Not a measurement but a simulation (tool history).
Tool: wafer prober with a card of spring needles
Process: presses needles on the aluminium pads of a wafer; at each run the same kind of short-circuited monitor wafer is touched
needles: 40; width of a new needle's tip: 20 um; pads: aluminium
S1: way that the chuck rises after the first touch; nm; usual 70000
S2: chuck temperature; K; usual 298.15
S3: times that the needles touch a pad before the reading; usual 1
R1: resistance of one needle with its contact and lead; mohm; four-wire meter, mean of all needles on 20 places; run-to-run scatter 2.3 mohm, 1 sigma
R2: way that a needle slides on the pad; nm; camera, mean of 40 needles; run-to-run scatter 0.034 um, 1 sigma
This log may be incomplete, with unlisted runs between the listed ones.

run,hour,S1,S2,S3,R1,R2
1,0,70000,298.15,1,258,17470
# hour 3.9: tips cleaned on abrasive film
2,6,70000,298.15,1,254,17480
3,11.2,70000,298.15,1,259,17510
4,17.5,70000,298.15,1,259,17590
# hour 23.2: tips cleaned on abrasive film
5,23.2,70000,365.15,1,278,17610
6,27.5,84000,298.15,1,249,21180
7,36,70000,331.15,1,265,17680
# hour 42.7: tips cleaned on abrasive film
8,44.4,70000,331.15,1,264,17730
9,52.3,70000,331.15,1,265,17770
10,59.8,70000,331.15,1,269,17750
# hour 62.3: tips cleaned on abrasive film
11,64.8,70000,331.15,1,261,17790
12,72.6,70000,331.15,1,269,17780
13,80.4,70000,298.15,1,258,17820
# hour 81.8: tips cleaned on abrasive film
14,85.8,70000,298.15,3,258,17850
15,94.4,70000,298.15,3,257,17910
# hour 101.6: tips cleaned on abrasive film
16,102.6,70000,298.15,3,256,17930
17,109.4,70000,298.15,3,252,18030
# hour 115.8: gauge calibrated
18,117.9,70000,298.15,3,254,17470
# hour 121.2: tips cleaned on abrasive film
19,123.5,87000,299.15,3,252,21780
20,130.2,53000,325.15,2,273,13280
21,135.9,53000,325.15,2,274,13300
# hour 140.9: tips cleaned on abrasive film
22,143.9,53000,325.15,2,272,13340
23,151.7,77000,375.15,1,279,19410
24,159.6,90000,298.15,3,248,22690
# hour 160.9: tips cleaned on abrasive film
25,165.6,62000,312.15,1,261,15610
26,172.2,70000,298.15,2,253,17760
27,178.5,64000,331.15,3,267,16200
# hour 180.5: tips cleaned on abrasive film
28,186.3,87000,299.15,1,252,22150
29,190.5,51000,319.15,2,274,13010
30,195,51000,343.15,1,281,12980
# hour 200.3: tips cleaned on abrasive film
31,203.1,70000,351.15,3,270,17860
32,208.2,70000,351.15,3,273,17870
33,214.5,70000,334.15,2,269,17920
# hour 220: tips cleaned on abrasive film
34,222.7,70000,334.15,2,267,17980
35,227.2,70000,334.15,2,270,17950

For some of the steps in R2 from one run to the next: how much would appear even if the tool had no hidden state, given the settings, what came in and random variation, and how much remains for the hidden state plus any gauge scatter that the measured result and the result without hidden state don't share?
Hidden state at play: debris on the tips, nm; way that the needles fall short of the set height, um; tips' diameter, um; drift of the gauge itself on contact_mohm, %; drift of the gauge itself on scrub_um, %.
Run 17 -> 18: gauge calibrated. R2 -560 nm: hidden state -480, all else -80.
Run 19 -> 20: S1 87000 -> 53000, S2 299.15 -> 325.15, S3 3 -> 2. R2 -8500 nm: hidden state +0, all else -8500.
Run 24 -> 25: S1 90000 -> 62000, S2 298.15 -> 312.15, S3 3 -> 1, tips cleaned on abrasive film. R2 -7080 nm: hidden state -50, all else -7030.
Run 27 -> 28: S1 64000 -> 87000, S2 331.15 -> 299.15, S3 3 -> 1, tips cleaned on abrasive film. R2 +5950 nm: hidden state +130, all else +5820.
Run 28 -> 29: S1 87000 -> 51000, S2 299.15 -> 319.15, S3 1 -> 2. R2 -9140 nm: hidden state -140, all else -9000.
